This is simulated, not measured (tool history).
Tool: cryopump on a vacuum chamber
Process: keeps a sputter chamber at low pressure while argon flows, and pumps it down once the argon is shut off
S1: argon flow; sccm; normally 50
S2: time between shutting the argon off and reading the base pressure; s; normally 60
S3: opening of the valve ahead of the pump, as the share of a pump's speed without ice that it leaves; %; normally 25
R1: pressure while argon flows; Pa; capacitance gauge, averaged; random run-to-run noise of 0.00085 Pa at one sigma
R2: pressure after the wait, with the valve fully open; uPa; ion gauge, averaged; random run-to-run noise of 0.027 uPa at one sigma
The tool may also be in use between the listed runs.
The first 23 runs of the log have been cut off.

Run 24, hour 994.4: usual settings but S1 69 sccm, S2 56 s, S3 40 %. Result: R1 0.1531 Pa, R2 1.79 uPa.
Run 25, hour 1045.3: usual settings but S1 69 sccm, S2 56 s, S3 40 %. Result: R1 0.1535 Pa, R2 1.83 uPa.
Run 26, hour 1071.7: usual settings but S1 28 sccm, S2 37 s, S3 45 %. Result: R1 0.0561 Pa, R2 2.41 uPa.
Run 27, hour 1114.4: usual settings but S1 61 sccm. Result: R1 0.2169 Pa, R2 1.85 uPa.
Run 28, hour 1148.2: usual settings but S1 61 sccm. Result: R1 0.2130 Pa, R2 1.78 uPa.
Run 29, hour 1182.1: usual settings but S1 98 sccm, S3 27 %. Result: R1 0.3216 Pa, R2 1.79 uPa.
Run 30, hour 1212.3: usual settings but S1 54 sccm, S2 30 s, S3 55 %. Result: R1 0.0894 Pa, R2 2.90 uPa.
Run 31, hour 1266.2: usual settings but S1 34 sccm, S2 88 s, S3 52 %. Result: R1 0.0595 Pa, R2 1.57 uPa.
Run 32, hour 1317.4: usual settings but S1 56 sccm, S2 258 s, S3 37 %. Result: R1 0.1364 Pa, R2 1.14 uPa.
Run 33, hour 1371.3: usual settings but S1 56 sccm, S2 258 s, S3 37 %. Result: R1 0.1352 Pa, R2 1.21 uPa.
Run 34, hour 1415.6: usual settings but S1 56 sccm, S2 53 s, S3 51 %. Result: R1 0.1022 Pa, R2 2.16 uPa.

Predict each of these 3 candidate next runs independently; none follows another, all start after run 34:
Run A, hour 1464.8: usual settings but S1 56 sccm, S2 33 s, S3 34 %. Result: R1 ?, R2 ?.
Run B, hour 1464.8: usual settings but S1 52 sccm, S2 71 s, S3 26 %. Result: R1 ?, R2 ?.
Run C, hour 1464.8: usual settings but S1 39 sccm, S2 130 s, S3 35 %. Result: R1 ?, R2 ?.

run      R1    R2
  A  0.1499  2.87
  B  0.1788  1.83
  C  0.0993  1.48
Take away the tool's hidden state, keep each run's random variation, and the runs would have read:
run      R1    R2
  A  0.1414  2.00
  B  0.1710  0.99
  C  0.0935  0.61
